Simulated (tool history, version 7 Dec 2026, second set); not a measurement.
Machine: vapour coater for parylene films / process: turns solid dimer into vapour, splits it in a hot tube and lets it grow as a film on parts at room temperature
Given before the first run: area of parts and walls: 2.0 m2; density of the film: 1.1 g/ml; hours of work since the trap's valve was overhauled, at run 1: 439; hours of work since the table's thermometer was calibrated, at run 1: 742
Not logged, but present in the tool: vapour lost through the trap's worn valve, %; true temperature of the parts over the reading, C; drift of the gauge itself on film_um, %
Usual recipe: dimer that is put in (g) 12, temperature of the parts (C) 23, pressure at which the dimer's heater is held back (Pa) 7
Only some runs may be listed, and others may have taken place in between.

run    hour  dimer that is put in (g)  temperature of the parts (C)  pressure at which the dimer's heater is held back (Pa)  hours of work since the trap's valve was overhauled  hours of work since the table's thermometer was calibrated  thickness of the film (um)
  1       0                        12                            23                                                       7                                                  439                                                         742                        3.02
  2    18.5                        12                            23                                                       7                                                  451                                                         754                        3.01
  3    55.6                        12                            23                                                       7                                                  474                                                         777                           3
  4    74.8                        12                            23                                                       7                                                  486                                                         789                        3.02
  5   108.2                        12                            23                                                       7                                                  507                                                         810                        2.98
      143.1  -- table's thermometer calibrated
  6   143.1                        12                            23                                                       7                                                  528                                                           0                        2.93
  7   173.3                        12                            16                                                       7                                                  547                                                          19                        3.43
      186.6  -- trap's valve overhauled
  8   213.2                        12                            16                                                       7                                                   17                                                          41                         3.7
  9   238.3                        12                            16                                                       7                                                   32                                                          57                        3.72
 10     276                        12                            16                                                       7                                                   56                                                          81                        3.73
 11   299.6                        12                            16                                                       7                                                   71                                                          95                        3.71
 12   329.6                        20                            16                                                       7                                                   90                                                         114                        6.16
 13     363                         7                            23                                                       7                                                  110                                                         135                         1.8
 14   394.4                         7                            23                                                       7                                                  130                                                         155                        1.81
 15   430.1                         7                            23                                                       7                                                  152                                                         177                        1.81
 16   451.4                         7                            23                                                       7                                                  166                                                         191                        1.84
 17   483.5                         5                            23                                                       7                                                  186                                                         211                        1.29
 18   515.3                         5                            23                                                       7                                                  206                                                         231                         1.3
 19   543.7                         5                            23                                                       7                                                  224                                                         248                        1.27
 20     573                         5                            23                                                       7                                                  242                                                         267                        1.28
 21   588.7                         5                            28                                                       7                                                  252                                                         277                        1.12
 22   614.6                        12                            23                                                       7                                                  268                                                         293                        3.08
 23   638.4                        12                            23                                                       7                                                  283                                                         308                        3.07
 24   657.5                        12                            23                                                       7                                                  295                                                         320                        3.04
 25   692.5                         5                            32                                                    2.33                                                  317                                                         342                        1.11
 26   712.7                        16                            28                                                    2.01                                                  329                                                         354                        3.88
 27   741.5                         6                            21                                                     4.1                                                  347                                                         372                        1.65
 28     765                        12                            23                                                    2.91                                                  362                                                         387                        3.22
 29   785.9                        22                            23                                                    3.02                                                  375                                                         400                        5.84
 30     813                        22                            33                                                    5.14                                                  392                                                         417                        4.46
 31   834.1                         9                            26                                                    4.43                                                  406                                                         430                        2.19
 32   853.6                         6                            35                                                    4.85                                                  418                                                         443                        1.16
 33   884.4                        11                            26                                                    4.85                                                  437                                                         462                        2.63
 34   906.1                         7                            21                                                    7.11                                                  451                                                         475                        1.85
 35   927.3                         7                            21                                                    7.11                                                  464                                                         489                        1.81
 36   958.8                        12                            23                                                    3.99                                                  484                                                         508                         3.1
 37   991.2                         9                            30                                                    5.58                                                  504                                                         529                        1.92
 38  1029.7                         8                            16                                                    2.78                                                  528                                                         553                        2.49
 39  1065.2                        15                            26                                                    2.78                                                  550                                                         575                        3.66
     1073.4  -- trap's valve overhauled
 40  1091.5                        13                            31                                                    2.73                                                   11                                                         589                        3.01
 41  1109.4                        13                            31                                                    2.73                                                   23                                                         600                        3.04
 42  1131.6                        13                            30                                                    2.25                                                   36                                                         614                        3.13
 43  1153.5                        13                            30                                                    2.25                                                   50                                                         628                        3.14
 44  1175.9                        11                            18                                                     5.6                                                   64                                                         642                        3.37
 45  1210.2                        11                            26                                                     5.6                                                   86                                                         663                        2.74
 46  1246.9                         6                            26                                                    8.08                                                  109                                                         686                        1.44
 47  1276.8                         6                            26                                                    8.08                                                  127                                                         705                        1.47

What if the next run were any one of these 3? Each begins from the tool's condition after run 47:
  A  1299.5                         6                            20                                                    8.08                                                  142                                                         719                           ?
  B  1299.5                        21                            18                                                    7.44                                                  142                                                         719                           ?
  C  1299.5                         8                            26                                                    6.51                                                  142                                                         719                           ?

run  thickness of the film (um)
  A                        1.69
  B                        6.21
  C                        1.96
Stripped of hidden state, with their random variation kept, the same runs would have yielded:
run  thickness of the film (um)
  A                        1.68
  B                        6.19
  C                        1.96

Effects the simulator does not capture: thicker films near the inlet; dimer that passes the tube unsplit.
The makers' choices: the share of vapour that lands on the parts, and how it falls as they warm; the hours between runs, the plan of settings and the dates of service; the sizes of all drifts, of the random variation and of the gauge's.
